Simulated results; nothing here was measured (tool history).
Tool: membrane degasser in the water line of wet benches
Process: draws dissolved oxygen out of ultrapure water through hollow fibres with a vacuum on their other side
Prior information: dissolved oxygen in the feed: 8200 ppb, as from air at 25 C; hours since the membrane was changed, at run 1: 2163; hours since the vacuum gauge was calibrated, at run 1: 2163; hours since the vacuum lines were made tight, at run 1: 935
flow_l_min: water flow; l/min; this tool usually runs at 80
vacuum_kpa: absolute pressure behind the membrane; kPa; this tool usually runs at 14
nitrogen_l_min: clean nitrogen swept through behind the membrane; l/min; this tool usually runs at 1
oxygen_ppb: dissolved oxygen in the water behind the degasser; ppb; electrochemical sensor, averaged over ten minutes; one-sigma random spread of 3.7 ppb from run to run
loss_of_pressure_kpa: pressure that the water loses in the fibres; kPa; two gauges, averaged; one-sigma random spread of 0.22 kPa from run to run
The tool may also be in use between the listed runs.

run,hour,flow_l_min,vacuum_kpa,nitrogen_l_min,hours since the membrane was changed,hours since the vacuum gauge was calibrated,hours since the vacuum lines were made tight,oxygen_ppb,loss_of_pressure_kpa
1,0,80,14,1,2163,2163,935,1310.5,55.3
2,47.1,80,19.1,1,2210,2210,982,1823.6,54.88
3,112.1,80,19.1,1,2275,2275,1047,1809.3,54.95
4,174.4,80,19.1,1,2337,2337,1110,1818,54.77
5,242.7,80,14,1,2406,2406,1178,1314.5,55.33
6,321.3,80,14,1,2484,2484,1257,1310.3,55.22
7,370.3,80,14,1,2533,2533,1306,1311.2,55.33
8,444.9,80,14,1,2608,2608,1380,1312.3,55.28
9,488,80,14,1,2651,2651,1423,1317.7,55.56
10,541.7,80,14,1,2705,2705,1477,1320.1,55.19
11,593.8,127,14,1,2757,2757,1529,1734.9,88.14
12,666.6,127,14,1,2829,2829,1602,1743.4,87.67
13,726.2,127,14,1,2889,2889,1661,1743.4,87.88
14,795.4,127,14,0.67,2958,2958,1731,2099.6,87.36
15,857.5,80,14,0.98,3020,3020,1793,1330.5,55.38
16,913.3,80,14,0.98,3076,3076,1849,1339.8,55.55
17,986.9,54,14,1,3150,3150,1922,1008.7,37.7
18,1022.8,117,28.7,1,3186,3186,1958,3182.6,81.05
# hour 1029.6: vacuum gauge calibrated
19,1076.6,80,13,1,3239,47,2011,1214.2,55.11
20,1133.8,80,13,1,3296,104,2069,1214.6,55.67
21,1196.4,50,10.6,1,3359,167,2131,686.6,34.82
22,1249.1,50,10.6,1,3411,220,2184,685.8,34.81
23,1307.6,50,16.1,1,3470,278,2242,1125.4,34.39
24,1377.9,99,21,1,3540,348,2313,2260.5,68.47
25,1461.4,69,14,1,3624,432,2396,1205.7,47.95
# hour 1468.2: vacuum gauge calibrated, once more
26,1522.7,75,14,1,3685,54,2457,1237.5,52.2
27,1585.2,75,9.3,0.61,3747,117,2520,989.1,52.08
28,1633.5,94,18.8,1.5,3795,165,2568,1527.5,65.36
29,1670.8,52,18.8,1.5,3833,203,2605,1002.7,36.21
30,1755.2,52,18.8,1.5,3917,287,2690,1001.7,36.43
31,1796.9,70,13.5,1,3959,329,2731,1138.8,48.34

Table of differences, measured result less the result of that run with no hidden state. Run-to-run variation is the same in both. Gauge scatter possibly is not:
What the log doesn't record here: membrane still open, %; true pressure behind the membrane over the reading, kPa; air that leaks in behind the membrane, l/min; drift of the gauge itself on oxygen_ppb, %; drift of the gauge itself on loss_of_pressure_kpa, %.
run,oxygen_ppb,loss_of_pressure_kpa
1,+17,+0.66
2,+15.2,+0.67
3,+15.5,+0.7
4,+16,+0.71
5,+18.7,+0.74
6,+19.2,+0.76
7,+19.5,+0.78
8,+20.1,+0.79
9,+20.5,+0.81
10,+20.8,+0.83
11,+28,+1.35
12,+28.8,+1.37
13,+29.3,+1.42
14,+33.5,+1.44
15,+23.1,+0.93
16,+23.6,+0.95
17,+18.8,+0.66
18,+19,+1.44
19,+27.6,+0.99
20,+28,+1.02
21,+22.3,+0.65
22,+22.6,+0.66
23,+21,+0.67
24,+26.9,+1.36
25,+27.2,+0.96
26,-2.6,+1.07
27,-4.5,+1.09
28,+0.1,+1.38
29,+0.4,+0.78
30,+0.8,+0.8
31,-0.8,+1.07
